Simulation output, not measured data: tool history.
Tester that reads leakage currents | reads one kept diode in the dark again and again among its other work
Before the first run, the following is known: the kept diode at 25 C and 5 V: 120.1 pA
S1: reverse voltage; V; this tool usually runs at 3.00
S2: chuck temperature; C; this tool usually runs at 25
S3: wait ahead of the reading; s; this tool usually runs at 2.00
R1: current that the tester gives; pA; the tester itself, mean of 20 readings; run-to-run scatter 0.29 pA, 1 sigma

Run 1, hour 0.0: usual settings. Result: R1 116.27 pA.
Run 2, hour 44.3: usual settings. Result: R1 117.09 pA.
Run 3, hour 96.3: usual settings. Result: R1 119.25 pA.
Run 4, hour 145.4: usual settings. Result: R1 120.69 pA.
At hour 179.4: chuck's temperature calibrated.
Run 5, hour 180.6: usual settings but S1 3.32 V. Result: R1 103.05 pA.
Run 6, hour 216.3: usual settings but S1 1.55 V. Result: R1 70.34 pA.
Run 7, hour 263.5: usual settings but S1 3.07 V. Result: R1 101.16 pA.
Run 8, hour 312.5: usual settings but S3 0.51 s. Result: R1 102.26 pA.
Run 9, hour 355.5: usual settings. Result: R1 101.83 pA.
Run 10, hour 390.1: usual settings. Result: R1 102.41 pA.
Run 11, hour 428.6: usual settings. Result: R1 103.83 pA.
Run 12, hour 474.3: usual settings. Result: R1 104.59 pA.
Run 13, hour 527.2: usual settings. Result: R1 106.49 pA.
Run 14, hour 557.4: usual settings. Result: R1 107.10 pA.
Run 15, hour 599.5: usual settings but S3 2.72 s. Result: R1 107.12 pA.
Run 16, hour 628.7: usual settings but S3 2.72 s. Result: R1 109.23 pA.
Run 17, hour 665.5: usual settings but S3 2.72 s. Result: R1 110.12 pA.
Run 18, hour 704.5: usual settings but S3 2.72 s. Result: R1 110.73 pA.
Run 19, hour 755.1: usual settings. Result: R1 113.22 pA.
Run 20, hour 796.6: usual settings but S1 1.29 V, S2 24 C, S3 0.48 s. Result: R1 68.01 pA.
Run 21, hour 840.5: usual settings but S1 2.97 V, S2 44 C, S3 0.63 s. Result: R1 567.74 pA.
Run 22, hour 891.3: usual settings but S1 2.97 V, S2 44 C, S3 0.63 s. Result: R1 573.40 pA.
Run 23, hour 938.1: usual settings but S1 2.97 V, S2 44 C, S3 6.77 s. Result: R1 576.11 pA.
Run 24, hour 974.7: usual settings but S1 3.40 V, S2 40 C, S3 9.55 s. Result: R1 451.10 pA.
Run 25, hour 999.8: usual settings but S1 3.40 V, S2 40 C, S3 1.20 s. Result: R1 453.89 pA.
Run 26, hour 1034.2: usual settings but S1 3.40 V, S3 1.20 s. Result: R1 128.18 pA.
At hour 1070.4: chuck's temperature calibrated.
At hour 1086.2: probe card cleaned and baked.
Run 27, hour 1092.0: usual settings but S1 10.74 V, S2 60 C, S3 3.26 s. Result: R1 3292.97 pA.
Run 28, hour 1124.2: usual settings but S1 11.98 V, S2 45 C, S3 4.07 s. Result: R1 1089.51 pA.
Run 29, hour 1147.7: usual settings but S1 11.98 V, S2 45 C, S3 4.07 s. Result: R1 1097.86 pA.
Run 30, hour 1175.1: usual settings but S2 60 C, S3 7.66 s. Result: R1 1786.87 pA.
Run 31, hour 1221.3: usual settings but S1 9.85 V, S2 60 C, S3 9.15 s. Result: R1 3224.80 pA.
Run 32, hour 1255.4: usual settings but S1 9.85 V, S2 60 C, S3 9.15 s. Result: R1 3278.65 pA.
Run 33, hour 1288.7: usual settings but S1 9.85 V, S2 60 C, S3 9.15 s. Result: R1 3271.52 pA.
Run 34, hour 1313.6: usual settings but S1 9.85 V, S2 60 C, S3 9.15 s. Result: R1 3299.39 pA.
Run 35, hour 1341.8: usual settings but S1 2.81 V, S2 36 C, S3 8.11 s. Result: R1 264.87 pA.
Run 36, hour 1387.3: usual settings but S1 2.61 V, S2 51 C. Result: R1 872.30 pA.
Run 37, hour 1422.8: usual settings but S1 2.61 V, S2 51 C. Result: R1 885.98 pA.

Pick out some run-to-run changes in R1. Of each, how much would a tool without hidden state show as well, from the settings, what came in and chance, and how much is left for the hidden state and any gauge scatter not in both results compared?
Hidden state present: stray current of the dirty probe card, pA a volt; current scale over the true one, %; true chuck temperature over the reading, C; drift of the gauge itself on leakage_pa, %.
Run 20 -> 21: S1 1.29 -> 2.97, S2 24 -> 44, S3 0.48 -> 0.63. R1 +499.73 pA: hidden state +69.54, all else +430.19.
Run 26 -> 27: S1 3.40 -> 10.74, S2 25 -> 60, S3 1.20 -> 3.26, chuck's temperature calibrated, probe card cleaned and baked. R1 +3164.79 pA: hidden state +63.94, all else +3100.85.
Run 27 -> 28: S1 10.74 -> 11.98, S2 60 -> 45, S3 3.26 -> 4.07. R1 -2203.46 pA: hidden state -53.16, all else -2150.30.
Run 30 -> 31: S1 3.00 -> 9.85, S3 7.66 -> 9.15. R1 +1437.93 pA: hidden state +89.86, all else +1348.07.
Run 34 -> 35: S1 9.85 -> 2.81, S2 60 -> 36, S3 9.15 -> 8.11. R1 -3034.52 pA: hidden state -204.34, all else -2830.18.

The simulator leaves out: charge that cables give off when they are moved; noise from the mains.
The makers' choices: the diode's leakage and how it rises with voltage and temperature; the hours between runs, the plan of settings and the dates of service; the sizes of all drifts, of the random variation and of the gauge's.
